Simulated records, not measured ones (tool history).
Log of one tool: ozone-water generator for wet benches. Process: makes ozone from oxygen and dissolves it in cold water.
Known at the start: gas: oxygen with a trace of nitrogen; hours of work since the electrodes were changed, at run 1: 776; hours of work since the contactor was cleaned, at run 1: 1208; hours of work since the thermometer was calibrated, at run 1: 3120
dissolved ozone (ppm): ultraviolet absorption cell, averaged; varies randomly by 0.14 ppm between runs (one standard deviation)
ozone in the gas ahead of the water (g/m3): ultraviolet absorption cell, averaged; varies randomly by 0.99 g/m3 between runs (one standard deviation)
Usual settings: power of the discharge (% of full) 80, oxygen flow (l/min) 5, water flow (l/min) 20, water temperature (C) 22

run,hour,power of the discharge (% of full),oxygen flow (l/min),water flow (l/min),water temperature (C),hours of work since the electrodes were changed,hours of work since the contactor was cleaned,hours of work since the thermometer was calibrated,dissolved ozone (ppm),ozone in the gas ahead of the water (g/m3)
1,0,80,5,20,22,776,1208,3120,16.9,164.3
2,97.7,51,5,20,22,856,1289,3201,12.2,119.8
# hour 209.3: water thermometer calibrated
3,261.7,80,5,20,22,991,1423,43,16.1,163.4
4,363.2,80,5,21,22,1074,1506,126,15.6,162.2
5,460.8,80,5,21,22,1154,1587,207,15.5,162.2
6,532.6,80,5,21,22,1213,1645,265,15.7,162.3
7,677.1,80,5,20,22,1332,1764,384,16.4,161.3
8,757.6,80,5,20,22,1398,1830,450,16,160.5
# hour 825.9: water thermometer calibrated, once more
9,838.6,80,5,20,22,1464,1896,10,16.1,160.9
10,936.9,80,5,20,22,1545,1977,91,16.2,159.9
11,1004.4,80,4.47,20,22,1600,2033,147,16.2,170
12,1141.3,80,5,20,22,1713,2145,259,15.9,160.3
13,1269.6,80,5,17,22,1818,2250,364,17.6,156.7
14,1370.3,80,5.24,17,22,1901,2333,447,17.5,153.4
15,1460,80,5.24,17,22,1974,2407,521,17.6,153.3
16,1590.8,80,6.28,17,22,2082,2514,628,17,135.1
17,1746.9,61,6.77,15,17,2210,2642,756,16.3,106.5
# hour 1833.7: contactor cleaned
18,1911.6,46,4.76,20,22,2342,64,888,11.1,110
19,2042.4,82,3.47,13,27,2449,171,996,20.9,197.1
20,2147.3,82,2.85,13,22,2536,258,1082,23,221.9
21,2224.8,82,2.85,13,22,2599,321,1146,23.2,222
22,2337.9,82,2.85,13,22,2692,414,1239,22.9,219.6
23,2418.8,82,2.85,18,22,2758,481,1305,17.5,219.7
24,2548.4,80,3.8,13,18,2865,587,1411,22.8,179.4
25,2636,80,3.8,13,18,2937,659,1483,23,178.7
26,2715.4,80,3.8,13,18,3002,724,1549,23.1,179.1
27,2810.2,69,4.48,21,26,3080,802,1626,12.9,147.1
28,2876.8,69,4.48,21,26,3135,857,1681,12.8,146.2
29,3033.5,69,8.99,21,26,3263,985,1810,11.1,93.3
30,3101.1,69,8.99,21,26,3319,1041,1865,11.1,92.6
31,3226.2,44,8.99,21,28,3422,1144,1968,8,69.7
32,3294.8,44,8.99,21,28,3478,1200,2024,7.9,70.9

Predict each of these 3 candidate next runs independently; none follows another, all start after run 32:
A,3378.9,70,8.99,14,28,3547,1269,2093,?,?
B,3378.9,54,8.99,19,28,3547,1269,2093,?,?
C,3378.9,44,3.03,21,17,3547,1269,2093,?,?

run,dissolved ozone (ppm),ozone in the gas ahead of the water (g/m3)
A,13.2,94.1
B,9.6,79.8
C,10.3,135.9
The same runs, with their run-to-run variation unchanged, on a tool lacking any hidden condition would have given:
run,dissolved ozone (ppm),ozone in the gas ahead of the water (g/m3)
A,15.3,107
B,10.9,88.7
C,11.4,148.5

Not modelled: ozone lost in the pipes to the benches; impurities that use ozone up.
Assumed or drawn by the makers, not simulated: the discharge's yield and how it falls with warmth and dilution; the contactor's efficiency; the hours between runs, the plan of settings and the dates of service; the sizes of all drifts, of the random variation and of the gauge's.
